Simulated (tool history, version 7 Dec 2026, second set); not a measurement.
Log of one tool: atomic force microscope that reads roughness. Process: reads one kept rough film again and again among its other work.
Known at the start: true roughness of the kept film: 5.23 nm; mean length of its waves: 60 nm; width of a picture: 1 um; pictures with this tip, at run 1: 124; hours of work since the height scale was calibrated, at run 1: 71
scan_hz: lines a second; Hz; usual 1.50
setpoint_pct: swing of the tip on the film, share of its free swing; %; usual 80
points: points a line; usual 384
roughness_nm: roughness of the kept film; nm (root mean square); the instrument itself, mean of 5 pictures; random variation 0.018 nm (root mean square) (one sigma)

| run | hour | scan_hz | setpoint_pct | points | pictures with this tip | hours of work since the height scale was calibrated | roughness_nm |
|---|---|---|---|---|---|---|---|
| 1 | 0.0 | 1.50 | 80 | 384 | 124 | 71 | 4.076 |
| 2 | 9.4 | 1.50 | 80 | 384 | 139 | 77 | 4.053 |
| 3 | 16.2 | 1.50 | 80 | 384 | 149 | 82 | 3.997 |
| 4 | 30.9 | 1.50 | 80 | 578 | 171 | 91 | 3.946 |
|  | 33.9 | new tip fitted |
| 5 | 44.4 | 1.50 | 80 | 384 | 16 | 99 | 4.424 |
| 6 | 52.9 | 1.50 | 80 | 384 | 28 | 105 | 4.373 |
| 7 | 68.9 | 1.50 | 80 | 267 | 53 | 115 | 4.235 |
| 8 | 79.5 | 1.50 | 80 | 347 | 69 | 122 | 4.194 |
| 9 | 88.6 | 1.50 | 80 | 347 | 82 | 127 | 4.174 |
| 10 | 98.2 | 1.50 | 80 | 347 | 97 | 133 | 4.137 |
| 11 | 109.4 | 2.67 | 80 | 384 | 114 | 141 | 3.818 |
| 12 | 121.9 | 2.67 | 80 | 384 | 133 | 148 | 3.757 |
| 13 | 132.0 | 2.67 | 80 | 384 | 148 | 155 | 3.731 |
| 14 | 141.1 | 2.67 | 80 | 384 | 162 | 161 | 3.672 |
|  | 150.5 | new tip fitted |
| 15 | 153.8 | 2.67 | 80 | 384 | 5 | 168 | 4.182 |
| 16 | 167.3 | 2.73 | 80 | 384 | 25 | 177 | 4.072 |
| 17 | 178.1 | 2.73 | 80 | 384 | 42 | 184 | 4.043 |
| 18 | 191.5 | 0.63 | 80 | 384 | 62 | 192 | 4.454 |
| 19 | 207.0 | 0.98 | 80 | 384 | 85 | 202 | 4.326 |
| 20 | 217.9 | 0.98 | 80 | 384 | 102 | 209 | 4.257 |
| 21 | 233.1 | 0.98 | 80 | 384 | 125 | 219 | 4.158 |
| 22 | 247.0 | 0.98 | 59 | 384 | 146 | 228 | 4.300 |
| 23 | 261.3 | 1.50 | 80 | 384 | 167 | 237 | 3.929 |
|  | 266.3 | new tip fitted |
| 24 | 270.7 | 1.50 | 80 | 384 | 7 | 242 | 4.480 |
| 25 | 278.9 | 1.50 | 80 | 384 | 19 | 248 | 4.412 |
| 26 | 292.1 | 1.89 | 61 | 823 | 39 | 256 | 4.618 |
| 27 | 307.0 | 0.58 | 73 | 261 | 61 | 265 | 4.537 |
| 28 | 322.0 | 2.74 | 87 | 1018 | 84 | 275 | 3.660 |
| 29 | 335.1 | 1.28 | 76 | 429 | 104 | 283 | 4.232 |
| 30 | 350.5 | 0.65 | 75 | 687 | 127 | 293 | 4.331 |
| 31 | 360.1 | 1.98 | 72 | 474 | 142 | 299 | 4.064 |
| 32 | 373.0 | 3.08 | 73 | 488 | 161 | 307 | 3.823 |
|  | 382.8 | new tip fitted |
| 33 | 390.2 | 3.08 | 73 | 488 | 11 | 318 | 4.235 |
| 34 | 399.8 | 3.08 | 73 | 488 | 26 | 324 | 4.192 |
| 35 | 410.3 | 3.08 | 59 | 606 | 42 | 331 | 4.451 |
| 36 | 418.2 | 2.84 | 77 | 902 | 54 | 336 | 4.052 |
| 37 | 429.4 | 1.05 | 89 | 902 | 70 | 343 | 4.172 |
| 38 | 444.9 | 1.50 | 80 | 719 | 94 | 353 | 4.131 |
| 39 | 458.0 | 0.72 | 60 | 719 | 114 | 361 | 4.430 |
| 40 | 466.9 | 0.72 | 60 | 719 | 127 | 367 | 4.383 |
| 41 | 477.1 | 0.51 | 80 | 384 | 142 | 373 | 4.219 |
| 42 | 490.3 | 3.80 | 64 | 876 | 162 | 381 | 3.914 |
|  | 498.5 | new tip fitted |
| 43 | 502.5 | 3.80 | 64 | 876 | 6 | 389 | 4.455 |
| 44 | 516.2 | 1.50 | 57 | 384 | 27 | 398 | 4.674 |
| 45 | 528.7 | 1.50 | 63 | 384 | 45 | 406 | 4.554 |
| 46 | 541.3 | 1.50 | 82 | 384 | 65 | 414 | 4.206 |
| 47 | 557.6 | 2.61 | 80 | 384 | 89 | 424 | 3.872 |
| 48 | 569.4 | 1.21 | 75 | 874 | 107 | 431 | 4.237 |

Hidden state or all else? Some run-to-run changes of roughness_nm, split into what the settings, what came in and random variation would give without the hidden state, and what is left for the hidden state (with any gauge scatter that isn't in both results):
The hidden state here: radius of the tip, nm; height scale over the true one, %; drift of the gauge itself on roughness_nm, %.
Run 14 -> 15: new tip fitted. roughness_nm +0.510 nm (root mean square): hidden state +0.479, all else +0.031.
Run 23 -> 24: new tip fitted. roughness_nm +0.551 nm (root mean square): hidden state +0.543, all else +0.008.
Run 27 -> 28: scan_hz 0.58 -> 2.74, setpoint_pct 73 -> 87, points 261 -> 1018. roughness_nm -0.877 nm (root mean square): hidden state -0.033, all else -0.844.
Run 28 -> 29: scan_hz 2.74 -> 1.28, setpoint_pct 87 -> 76, points 1018 -> 429. roughness_nm +0.572 nm (root mean square): hidden state -0.104, all else +0.676.
Run 42 -> 43: new tip fitted. roughness_nm +0.541 nm (root mean square): hidden state +0.521, all else +0.020.
